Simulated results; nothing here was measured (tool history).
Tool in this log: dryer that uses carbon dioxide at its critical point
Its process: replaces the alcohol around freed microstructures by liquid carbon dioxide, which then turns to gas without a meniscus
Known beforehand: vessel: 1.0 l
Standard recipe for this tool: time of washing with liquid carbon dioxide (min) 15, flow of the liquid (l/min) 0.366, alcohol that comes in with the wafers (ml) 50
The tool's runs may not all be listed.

| run | day | time of washing with liquid carbon dioxide (min) | flow of the liquid (l/min) | alcohol that comes in with the wafers (ml) | alcohol left in the vessel before it's heated (ppm by volume) |
|---|---|---|---|---|---|
| 1 | 0.000 | 15 | 0.366 | 50 | 1304 |
|  | 1.221 | inlet filter changed |
| 2 | 1.471 | 15 | 0.366 | 50 | 807 |
| 3 | 2.754 | 15 | 0.366 | 50 | 837 |
| 4 | 4.279 | 15 | 0.366 | 57 | 964 |
| 5 | 6.042 | 15 | 0.366 | 57 | 992 |
| 6 | 7.092 | 15 | 0.366 | 25 | 519 |
| 7 | 8.458 | 15 | 0.366 | 25 | 529 |
| 8 | 10.296 | 15 | 0.366 | 25 | 570 |
| 9 | 11.771 | 15 | 0.366 | 50 | 980 |
| 10 | 13.571 | 15 | 0.366 | 50 | 1044 |
| 11 | 14.683 | 15 | 0.366 | 50 | 1048 |
| 12 | 16.375 | 15 | 0.366 | 50 | 1078 |
| 13 | 17.217 | 15 | 0.528 | 50 | 335 |
| 14 | 18.496 | 15 | 0.366 | 23 | 606 |
| 15 | 19.883 | 15 | 0.366 | 23 | 627 |
| 16 | 21.554 | 15 | 0.366 | 23 | 634 |
| 17 | 23.258 | 15 | 0.366 | 50 | 1229 |
| 18 | 25.279 | 15 | 0.366 | 33 | 908 |
| 19 | 26.671 | 15 | 0.366 | 33 | 903 |
| 20 | 27.783 | 15 | 0.366 | 33 | 986 |
|  | 29.246 | inlet filter changed |
| 21 | 29.454 | 15 | 0.366 | 33 | 641 |
| 22 | 31.088 | 17 | 0.366 | 33 | 458 |
| 23 | 32.183 | 15 | 0.366 | 88 | 1514 |
| 24 | 33.554 | 15 | 0.366 | 50 | 942 |
| 25 | 34.571 | 15 | 0.294 | 50 | 1837 |
| 26 | 35.792 | 15 | 0.294 | 50 | 1911 |
| 27 | 37.338 | 15 | 0.366 | 86 | 1599 |
| 28 | 38.875 | 10 | 0.394 | 34 | 2013 |
| 29 | 39.925 | 10 | 0.592 | 35 | 728 |
| 30 | 41.292 | 10 | 0.592 | 35 | 703 |
|  | 43.138 | purifier's bed changed |
| 31 | 43.417 | 10 | 0.592 | 35 | 533 |
| 32 | 44.267 | 15 | 0.268 | 50 | 2579 |
| 33 | 46.004 | 15 | 0.268 | 50 | 2624 |
| 34 | 47.438 | 10 | 0.366 | 50 | 3769 |
| 35 | 48.346 | 10 | 0.366 | 50 | 3794 |
| 36 | 50.246 | 15 | 0.366 | 46 | 1002 |
| 37 | 51.258 | 15 | 0.235 | 23 | 1852 |
| 38 | 53.117 | 10 | 0.366 | 95 | 7871 |
| 39 | 54.233 | 17 | 0.279 | 50 | 1848 |
| 40 | 56.067 | 14 | 0.255 | 85 | 7009 |
|  | 57.412 | inlet filter changed |
| 41 | 57.412 | 13 | 0.255 | 43 | 3066 |
| 42 | 58.375 | 10 | 0.255 | 62 | 8512 |
| 43 | 60.046 | 15 | 0.544 | 57 | 170 |
| 44 | 61.667 | 15 | 0.366 | 85 | 1346 |
| 45 | 62.983 | 24 | 0.595 | 28 | 47 |
| 46 | 64.017 | 24 | 0.235 | 28 | 407 |
| 47 | 65.758 | 13 | 0.519 | 33 | 280 |

4 ways to go on from here, each from the tool as it stands after run 47. What would each give?
| A | 67.417 | 13 | 0.511 | 21 | ? |
| B | 67.417 | 15 | 0.366 | 58 | ? |
| C | 67.417 | 19 | 0.314 | 32 | ? |
| D | 67.417 | 13 | 0.519 | 72 | ? |

| run | alcohol left in the vessel before it's heated (ppm by volume) |
|---|---|
| A | 231 |
| B | 1012 |
| C | 434 |
| D | 578 |
With the hidden condition removed and each run's random variation left untouched, the same runs would have given:
| run | alcohol left in the vessel before it's heated (ppm by volume) |
|---|---|
| A | 132 |
| B | 769 |
| C | 299 |
| D | 402 |

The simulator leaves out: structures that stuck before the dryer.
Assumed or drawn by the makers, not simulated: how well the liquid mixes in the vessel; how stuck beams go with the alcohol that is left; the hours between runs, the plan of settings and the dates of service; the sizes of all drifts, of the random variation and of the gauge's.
